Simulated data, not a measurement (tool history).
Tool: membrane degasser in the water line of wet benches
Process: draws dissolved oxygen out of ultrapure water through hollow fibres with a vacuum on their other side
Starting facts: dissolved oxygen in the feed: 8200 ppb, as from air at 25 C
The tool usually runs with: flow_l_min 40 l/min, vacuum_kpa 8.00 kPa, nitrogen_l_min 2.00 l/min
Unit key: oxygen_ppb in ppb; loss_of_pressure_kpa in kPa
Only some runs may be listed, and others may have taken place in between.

run,hour,flow_l_min,vacuum_kpa,nitrogen_l_min,oxygen_ppb,loss_of_pressure_kpa
1,0.0,40,8.00,2.00,320.4,50.84
# hour 22.8: vacuum gauge calibrated
2,58.5,40,8.00,2.00,328.7,50.77
3,112.4,40,8.00,2.00,323.8,50.63
4,140.6,40,8.00,2.00,315.6,50.71
5,171.5,40,8.75,2.00,348.1,50.72
6,227.8,40,8.75,2.00,349.0,50.66
7,269.0,57,8.75,2.00,486.0,72.40
8,321.8,57,8.75,2.00,490.6,72.71
9,354.6,32,8.75,2.00,283.2,40.52
10,410.0,40,8.18,2.00,317.7,50.67
11,443.5,40,8.18,2.00,332.1,50.54
12,490.9,40,8.00,2.00,323.3,50.32
13,533.3,40,8.00,2.00,319.1,50.90
14,583.9,40,8.00,2.00,317.3,50.50
15,608.2,40,8.00,2.00,321.9,50.66
16,632.0,36,8.00,2.05,282.8,45.53
17,689.6,32,10.58,1.73,383.7,40.49
18,733.6,32,10.58,1.73,378.6,40.57
# hour 758.5: seals of the vacuum lines changed
19,767.1,35,14.87,2.92,403.1,44.70
20,821.5,49,8.77,4.28,291.7,62.13
21,861.7,49,7.52,1.55,424.2,62.24
22,902.0,40,8.00,1.54,375.1,50.70
23,933.4,40,8.85,3.28,269.9,50.55
24,961.3,63,13.75,4.73,498.0,80.05
25,989.4,32,12.81,1.41,545.9,40.38
26,1042.9,61,17.64,2.00,1007.0,77.04
27,1069.3,40,7.91,2.00,315.4,50.73
28,1094.1,48,10.79,2.00,515.9,60.86
29,1151.5,48,10.79,2.00,517.7,60.82

5 options for the next run, each taken on its own from the tool as it stands now. Forecast them:
A,1175.9,26,8.00,2.00,?,?
B,1175.9,40,14.20,2.84,?,?
C,1175.9,40,8.22,1.67,?,?
D,1175.9,50,10.79,2.00,?,?
E,1175.9,54,8.00,2.31,?,?

run,oxygen_ppb,loss_of_pressure_kpa
A,208.4,32.89
B,448.8,50.71
C,364.0,50.57
D,530.3,63.38
E,394.6,68.09
Without the tool's unlogged condition, the same runs would have read:
run,oxygen_ppb,loss_of_pressure_kpa
A,208.2,32.88
B,448.5,50.69
C,363.7,50.55
D,530.0,63.36
E,394.3,68.07
